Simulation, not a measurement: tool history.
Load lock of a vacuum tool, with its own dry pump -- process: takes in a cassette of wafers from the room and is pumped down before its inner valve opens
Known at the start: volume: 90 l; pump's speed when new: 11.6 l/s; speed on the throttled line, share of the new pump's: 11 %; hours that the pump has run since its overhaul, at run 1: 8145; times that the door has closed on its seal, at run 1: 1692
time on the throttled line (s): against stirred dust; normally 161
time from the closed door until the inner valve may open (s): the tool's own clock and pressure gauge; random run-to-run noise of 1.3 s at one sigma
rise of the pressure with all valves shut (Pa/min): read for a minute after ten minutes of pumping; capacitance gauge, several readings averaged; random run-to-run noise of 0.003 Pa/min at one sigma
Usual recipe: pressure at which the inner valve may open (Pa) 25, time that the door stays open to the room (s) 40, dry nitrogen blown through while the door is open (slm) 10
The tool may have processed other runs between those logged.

| run | day | time on the throttled line (s) | pressure at which the inner valve may open (Pa) | time that the door stays open to the room (s) | dry nitrogen blown through while the door is open (slm) | hours that the pump has run since its overhaul | times that the door has closed on its seal | incoming humidity of the room's air, % | time from the closed door until the inner valve may open (s) | rise of the pressure with all valves shut (Pa/min) |
|---|---|---|---|---|---|---|---|---|---|---|
| 1 | 0.000 | 161 | 25 | 40 | 10 | 8145 | 1692 | 45.4 | 215.2 | 0.039 |
| 2 | 7.896 | 161 | 25 | 40 | 10 | 8335 | 2219 | 46.5 | 215.5 | 0.036 |
| 3 | 14.042 | 161 | 25 | 40 | 10 | 8482 | 2629 | 45.2 | 216.9 | 0.041 |
| 4 | 22.929 | 161 | 25 | 40 | 10 | 8696 | 3223 | 42.4 | 217.5 | 0.039 |
| 5 | 30.421 | 161 | 25 | 40 | 10 | 8875 | 3723 | 42.9 | 217.4 | 0.033 |
| 6 | 35.588 | 161 | 25 | 40 | 10 | 9000 | 4068 | 47.5 | 218.1 | 0.042 |
| 7 | 42.058 | 161 | 42 | 40 | 10 | 9155 | 4499 | 44.9 | 213.2 | 0.042 |
| 8 | 49.025 | 161 | 25 | 40 | 10 | 9322 | 4964 | 46.3 | 218.5 | 0.047 |
| 9 | 55.017 | 161 | 25 | 79 | 10 | 9466 | 5364 | 43.1 | 219.8 | 0.060 |
| 10 | 60.092 | 161 | 25 | 40 | 10 | 9588 | 5703 | 47.2 | 219.5 | 0.046 |
| 11 | 65.929 | 161 | 25 | 40 | 10 | 9728 | 6093 | 44.9 | 215.1 | 0.057 |
| 12 | 72.675 | 161 | 25 | 40 | 10 | 9890 | 6543 | 45.5 | 218.2 | 0.046 |
| 13 | 80.592 | 161 | 25 | 40 | 10 | 10080 | 7071 | 45.2 | 218.7 | 0.052 |
| 14 | 88.804 | 161 | 25 | 40 | 10 | 10277 | 7619 | 45.1 | 221.1 | 0.054 |
| 15 | 93.892 | 161 | 25 | 40 | 10 | 10399 | 7959 | 44.2 | 220.7 | 0.061 |
| 16 | 97.938 | 241 | 27 | 40 | 10 | 10496 | 8229 | 45.9 | 286.7 | 0.049 |
| 17 | 102.867 | 204 | 25 | 96 | 10 | 10614 | 8558 | 45.1 | 256.2 | 0.074 |
| 18 | 109.179 | 161 | 37 | 108 | 10 | 10766 | 8979 | 44.2 | 216.4 | 0.089 |
| 19 | 114.554 | 161 | 37 | 55 | 10 | 10895 | 9338 | 43.4 | 218.0 | 0.064 |
| 20 | 120.888 | 161 | 25 | 80 | 6 | 11047 | 9760 | 50.0 | 220.1 | 0.087 |
|  | 123.854 | dry pump taken out, an overhauled one fitted |
| 21 | 126.342 | 161 | 25 | 80 | 6 | 60 | 10108 | 48.1 | 208.0 | 0.087 |
| 22 | 134.575 | 161 | 25 | 80 | 6 | 257 | 10657 | 41.7 | 208.9 | 0.089 |
| 23 | 142.938 | 161 | 37 | 140 | 5 | 458 | 11215 | 47.0 | 205.8 | 0.127 |
| 24 | 150.967 | 161 | 22 | 40 | 10 | 651 | 11751 | 43.0 | 208.1 | 0.070 |
| 25 | 159.438 | 161 | 22 | 40 | 10 | 854 | 12317 | 41.9 | 210.3 | 0.070 |
| 26 | 164.071 | 199 | 25 | 150 | 5 | 965 | 12626 | 46.7 | 241.7 | 0.134 |

Hidden state at the last listed run before each entry between runs and at the first one after, where it differs:
Between runs 20 and 21: dry pump taken out, an overhauled one fitted (day 123.854)
  pump's speed, % of a new pump's: 77.8 -> 100.1; leak at the door's seal, Pa l/s: 0.0474 -> 0.0492
  what was measured, less what the result would be without the hidden state, time from the closed door until the inner valve may open (s): +13.3 -> +0.0; rise of the pressure with all valves shut (Pa/min): +0.031 -> +0.031
